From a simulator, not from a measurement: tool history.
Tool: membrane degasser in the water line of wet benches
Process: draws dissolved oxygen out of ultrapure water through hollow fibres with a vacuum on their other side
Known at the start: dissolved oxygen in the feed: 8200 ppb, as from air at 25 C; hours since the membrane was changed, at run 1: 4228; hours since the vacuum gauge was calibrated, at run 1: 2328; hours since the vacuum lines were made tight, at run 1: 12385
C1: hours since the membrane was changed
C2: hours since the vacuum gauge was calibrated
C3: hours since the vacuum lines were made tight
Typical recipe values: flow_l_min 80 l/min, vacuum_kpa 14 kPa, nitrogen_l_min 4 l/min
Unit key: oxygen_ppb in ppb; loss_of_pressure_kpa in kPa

{"run": 1, "hour": 0.0, "flow_l_min": 80, "vacuum_kpa": 14, "nitrogen_l_min": 4, "C1": 4228, "C2": 2328, "C3": 12385, "oxygen_ppb": 493.5, "loss_of_pressure_kpa": 62.67}
{"run": 2, "hour": 122.3, "flow_l_min": 80, "vacuum_kpa": 14.6, "nitrogen_l_min": 4, "C1": 4350, "C2": 2450, "C3": 12508, "oxygen_ppb": 518.7, "loss_of_pressure_kpa": 63.09}
{"run": 3, "hour": 191.4, "flow_l_min": 80, "vacuum_kpa": 14.6, "nitrogen_l_min": 4, "C1": 4419, "C2": 2520, "C3": 12577, "oxygen_ppb": 513.6, "loss_of_pressure_kpa": 63.03}
{"run": 4, "hour": 285.3, "flow_l_min": 80, "vacuum_kpa": 14, "nitrogen_l_min": 4, "C1": 4513, "C2": 2613, "C3": 12670, "oxygen_ppb": 496.4, "loss_of_pressure_kpa": 63}
{"run": 5, "hour": 352.6, "flow_l_min": 80, "vacuum_kpa": 14, "nitrogen_l_min": 4, "C1": 4581, "C2": 2681, "C3": 12738, "oxygen_ppb": 494.2, "loss_of_pressure_kpa": 62.67}
{"run": 6, "hour": 470.3, "flow_l_min": 80, "vacuum_kpa": 14, "nitrogen_l_min": 4, "C1": 4698, "C2": 2798, "C3": 12855, "oxygen_ppb": 500.6, "loss_of_pressure_kpa": 62.98}
{"run": 7, "hour": 596.5, "flow_l_min": 80, "vacuum_kpa": 14, "nitrogen_l_min": 10.52, "C1": 4824, "C2": 2925, "C3": 12982, "oxygen_ppb": 228.7, "loss_of_pressure_kpa": 62.9}
{"run": 8, "hour": 668.6, "flow_l_min": 80, "vacuum_kpa": 8.9, "nitrogen_l_min": 4, "C1": 4897, "C2": 2997, "C3": 13054, "oxygen_ppb": 289.4, "loss_of_pressure_kpa": 62.51}
{"run": 9, "hour": 810.7, "flow_l_min": 80, "vacuum_kpa": 8.9, "nitrogen_l_min": 4, "C1": 5039, "C2": 3139, "C3": 13196, "oxygen_ppb": 288, "loss_of_pressure_kpa": 62.57}
{"run": 10, "hour": 878.2, "flow_l_min": 80, "vacuum_kpa": 8.9, "nitrogen_l_min": 4, "C1": 5106, "C2": 3206, "C3": 13263, "oxygen_ppb": 289.4, "loss_of_pressure_kpa": 63.32}
{"run": 11, "hour": 1004.4, "flow_l_min": 80, "vacuum_kpa": 8.9, "nitrogen_l_min": 4, "C1": 5232, "C2": 3333, "C3": 13390, "oxygen_ppb": 286.2, "loss_of_pressure_kpa": 62.77}
{"run": 12, "hour": 1123.1, "flow_l_min": 80, "vacuum_kpa": 27.6, "nitrogen_l_min": 4, "C1": 5351, "C2": 3451, "C3": 13508, "oxygen_ppb": 1006.8, "loss_of_pressure_kpa": 63.13}
{"run": 13, "hour": 1216.4, "flow_l_min": 54, "vacuum_kpa": 14, "nitrogen_l_min": 4, "C1": 5444, "C2": 3544, "C3": 13602, "oxygen_ppb": 344.9, "loss_of_pressure_kpa": 42.67}
{"run": 14, "hour": 1350.0, "flow_l_min": 66, "vacuum_kpa": 14, "nitrogen_l_min": 3.69, "C1": 5578, "C2": 3678, "C3": 13735, "oxygen_ppb": 446.2, "loss_of_pressure_kpa": 52.19}
{"run": 15, "hour": 1426.7, "flow_l_min": 80, "vacuum_kpa": 14, "nitrogen_l_min": 2.99, "C1": 5655, "C2": 3755, "C3": 13812, "oxygen_ppb": 621.2, "loss_of_pressure_kpa": 63.32}
{"hour": 1482.0, "done": "seals of the vacuum lines changed"}
{"run": 16, "hour": 1558.6, "flow_l_min": 80, "vacuum_kpa": 14, "nitrogen_l_min": 2.99, "C1": 5785, "C2": 3885, "C3": 77, "oxygen_ppb": 620.5, "loss_of_pressure_kpa": 63.26}
{"run": 17, "hour": 1648.6, "flow_l_min": 76, "vacuum_kpa": 14, "nitrogen_l_min": 9.39, "C1": 5875, "C2": 3975, "C3": 167, "oxygen_ppb": 239.8, "loss_of_pressure_kpa": 60.22}
{"run": 18, "hour": 1755.2, "flow_l_min": 83, "vacuum_kpa": 12, "nitrogen_l_min": 4, "C1": 5981, "C2": 4081, "C3": 273, "oxygen_ppb": 430.9, "loss_of_pressure_kpa": 66.25}

Per-run results on a tool with no hidden state, each run keeping its own random variation:
Hidden state at play: membrane still open, %; true pressure behind the membrane over the reading, kPa; air that leaks in behind the membrane, l/min; drift of the gauge itself on oxygen_ppb, %; drift of the gauge itself on loss_of_pressure_kpa, %.
run=1 oxygen_ppb=484.4 loss_of_pressure_kpa=61.15
run=2 oxygen_ppb=509.3 loss_of_pressure_kpa=61.52
run=3 oxygen_ppb=504.2 loss_of_pressure_kpa=61.44
run=4 oxygen_ppb=486.7 loss_of_pressure_kpa=61.36
run=5 oxygen_ppb=484.4 loss_of_pressure_kpa=61.02
run=6 oxygen_ppb=490.5 loss_of_pressure_kpa=61.28
run=7 oxygen_ppb=221.1 loss_of_pressure_kpa=61.17
run=8 oxygen_ppb=279 loss_of_pressure_kpa=60.76
run=9 oxygen_ppb=277.4 loss_of_pressure_kpa=60.76
run=10 oxygen_ppb=278.6 loss_of_pressure_kpa=61.49
run=11 oxygen_ppb=275.3 loss_of_pressure_kpa=60.9
run=12 oxygen_ppb=995 loss_of_pressure_kpa=61.19
run=13 oxygen_ppb=337 loss_of_pressure_kpa=41.35
run=14 oxygen_ppb=436.1 loss_of_pressure_kpa=50.54
run=15 oxygen_ppb=608.2 loss_of_pressure_kpa=61.29
run=16 oxygen_ppb=608.4 loss_of_pressure_kpa=61.18
run=17 oxygen_ppb=231.7 loss_of_pressure_kpa=58.2
run=18 oxygen_ppb=418.8 loss_of_pressure_kpa=64
